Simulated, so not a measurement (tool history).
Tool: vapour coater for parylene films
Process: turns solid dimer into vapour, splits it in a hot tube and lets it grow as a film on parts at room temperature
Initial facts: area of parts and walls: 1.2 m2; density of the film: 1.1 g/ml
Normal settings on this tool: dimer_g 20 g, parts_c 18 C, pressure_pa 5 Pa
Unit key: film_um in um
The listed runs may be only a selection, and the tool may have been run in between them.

run 1 hour=0 | dimer_g=20 parts_c=18 pressure_pa=5 | film_um=10.38
run 2 hour=54.4 | dimer_g=20 parts_c=13 pressure_pa=5 | film_um=11.86
-- hour=84.3 trap's valve overhauled
run 3 hour=91.1 | dimer_g=20 parts_c=18 pressure_pa=5.74 | film_um=11.05
run 4 hour=162.3 | dimer_g=20 parts_c=18 pressure_pa=5.74 | film_um=10.61
run 5 hour=226.8 | dimer_g=20 parts_c=18 pressure_pa=2.24 | film_um=11.53
run 6 hour=282.1 | dimer_g=20 parts_c=18 pressure_pa=2.24 | film_um=11.2
run 7 hour=332.5 | dimer_g=20 parts_c=18 pressure_pa=2.24 | film_um=10.87
-- hour=382.4 trap's valve overhauled
run 8 hour=388.9 | dimer_g=20 parts_c=18 pressure_pa=2.24 | film_um=12.31
run 9 hour=422.5 | dimer_g=20 parts_c=18 pressure_pa=2.24 | film_um=12.12
run 10 hour=459.2 | dimer_g=20 parts_c=18 pressure_pa=5 | film_um=10.98
run 11 hour=530.5 | dimer_g=20 parts_c=29 pressure_pa=5 | film_um=7.74
run 12 hour=570.3 | dimer_g=20 parts_c=29 pressure_pa=5 | film_um=7.51
run 13 hour=599.9 | dimer_g=20 parts_c=29 pressure_pa=5 | film_um=7.44
run 14 hour=635.2 | dimer_g=28 parts_c=18 pressure_pa=5 | film_um=14.45
-- hour=680.3 trap's valve overhauled
run 15 hour=680.3 | dimer_g=20 parts_c=18 pressure_pa=5 | film_um=11.28
run 16 hour=720.2 | dimer_g=15 parts_c=18 pressure_pa=5 | film_um=8.43
run 17 hour=779.3 | dimer_g=15 parts_c=18 pressure_pa=5 | film_um=8.03
run 18 hour=841.3 | dimer_g=9 parts_c=18 pressure_pa=5 | film_um=4.88
run 19 hour=889.8 | dimer_g=9 parts_c=18 pressure_pa=5 | film_um=4.77
run 20 hour=931.4 | dimer_g=23 parts_c=11 pressure_pa=8.64 | film_um=13.79
run 21 hour=971.6 | dimer_g=10 parts_c=14 pressure_pa=3.93 | film_um=5.83
-- hour=979.3 trap's valve overhauled
run 22 hour=1024.4 | dimer_g=10 parts_c=15 pressure_pa=3.78 | film_um=6.25
run 23 hour=1061.9 | dimer_g=10 parts_c=15 pressure_pa=3.78 | film_um=6.18
run 24 hour=1120.7 | dimer_g=21 parts_c=18 pressure_pa=6.65 | film_um=10.99
run 25 hour=1170 | dimer_g=20 parts_c=18 pressure_pa=2.24 | film_um=11.35
run 26 hour=1214.8 | dimer_g=20 parts_c=18 pressure_pa=2.24 | film_um=11.15
run 27 hour=1260.3 | dimer_g=9 parts_c=26 pressure_pa=5 | film_um=3.5
-- hour=1278.6 trap's valve overhauled
run 28 hour=1311.8 | dimer_g=9 parts_c=26 pressure_pa=5 | film_um=3.94
-- hour=1341.9 table's thermometer calibrated
run 29 hour=1368.6 | dimer_g=15 parts_c=20 pressure_pa=5 | film_um=7.52
run 30 hour=1438.1 | dimer_g=27 parts_c=15 pressure_pa=3.19 | film_um=16.1
run 31 hour=1484.8 | dimer_g=29 parts_c=14 pressure_pa=5.55 | film_um=16.35
run 32 hour=1556.1 | dimer_g=29 parts_c=14 pressure_pa=5.55 | film_um=16.07
-- hour=1578 trap's valve overhauled
run 33 hour=1631.1 | dimer_g=35 parts_c=12 pressure_pa=4.37 | film_um=23.17
run 34 hour=1677.1 | dimer_g=35 parts_c=12 pressure_pa=4.37 | film_um=22.86

Expected results for the next run?
run 35 hour=1744.5 | dimer_g=16 parts_c=18 pressure_pa=9.62 | film_um=?

film_um: 7.91 um
With no hidden state in the tool, this same run would have given film_um 8.41 um.

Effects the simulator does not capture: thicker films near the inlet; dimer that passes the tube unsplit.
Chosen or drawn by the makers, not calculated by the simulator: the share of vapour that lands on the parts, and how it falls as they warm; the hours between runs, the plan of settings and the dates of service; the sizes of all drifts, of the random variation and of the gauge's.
